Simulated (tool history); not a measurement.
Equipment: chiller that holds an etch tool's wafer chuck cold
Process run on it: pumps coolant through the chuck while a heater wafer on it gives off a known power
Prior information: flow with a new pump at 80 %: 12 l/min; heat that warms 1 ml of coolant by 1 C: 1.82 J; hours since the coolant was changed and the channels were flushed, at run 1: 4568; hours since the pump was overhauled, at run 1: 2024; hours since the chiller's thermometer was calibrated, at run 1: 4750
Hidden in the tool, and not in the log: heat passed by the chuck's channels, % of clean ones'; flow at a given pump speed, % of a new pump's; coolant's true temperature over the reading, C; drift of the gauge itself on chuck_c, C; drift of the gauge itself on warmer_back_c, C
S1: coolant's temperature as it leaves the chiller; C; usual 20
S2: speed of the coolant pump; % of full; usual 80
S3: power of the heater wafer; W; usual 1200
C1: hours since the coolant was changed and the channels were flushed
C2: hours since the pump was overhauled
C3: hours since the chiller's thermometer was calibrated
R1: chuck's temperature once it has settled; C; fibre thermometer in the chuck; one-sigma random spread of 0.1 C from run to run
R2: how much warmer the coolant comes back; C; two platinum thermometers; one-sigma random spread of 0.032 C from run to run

run,hour,S1,S2,S3,C1,C2,C3,R1,R2
1,0,20,80,1200,4568,2024,4750,30.3,3.5
2,57.3,20,80,1200,4626,2081,4807,30.5,3.54
3,109.2,20,71,1200,4678,2133,4859,31.4,4.03
4,147.9,20,71,1200,4716,2172,4898,31.5,4.02
5,185.3,20,91,1200,4754,2209,4935,29.5,3.08
6,218.3,20,80,1200,4787,2242,4968,30.2,3.53
7,285,20,80,1200,4853,2309,5035,30.5,3.58
8,324.1,20,80,1200,4892,2348,5074,30.5,3.58
9,381,20,80,1200,4949,2405,5131,30.6,3.5
10,416.5,20,80,1200,4985,2440,5167,30.5,3.58
# hour 434.2: chiller's thermometer calibrated
11,483.5,20,80,1200,5051,2506,49,31.2,3.57
12,519.5,20,80,1200,5087,2542,85,31,3.57
13,587.3,20,80,942,5155,2610,153,28.7,2.76
14,616.8,12,84,1568,5184,2639,183,26.3,4.44
15,657.7,12,84,1568,5225,2680,223,26.2,4.41
16,716.7,14,82,1637,5284,2739,283,29.2,4.69
# hour 735.1: coolant changed, channels flushed
17,780.9,20,61,812,46,2798,341,28.4,3.35
18,809.4,19,64,1351,74,2826,369,32.5,5.26
19,848,19,86,1274,113,2865,408,29.2,3.51
20,879.4,28,86,667,144,2896,439,33.3,1.79

Below are 5 alternative next runs, each starting from the tool's condition after run 20. Predict each:
A,921.3,20,80,1200,186,2938,481,?,?
B,921.3,20,98,814,186,2938,481,?,?
C,921.3,26,86,667,186,2938,481,?,?
D,921.3,12,80,667,186,2938,481,?,?
E,921.3,17,74,1573,186,2938,481,?,?

run,R1,R2
A,30.5,3.6
B,26.1,1.94
C,31.2,1.83
D,17.7,2
E,31.1,5.13
What these runs would have given with no unlogged condition in the tool:
run,R1,R2
A,29.9,3.28
B,25.8,1.77
C,31,1.67
D,17.4,1.83
E,30.3,4.68
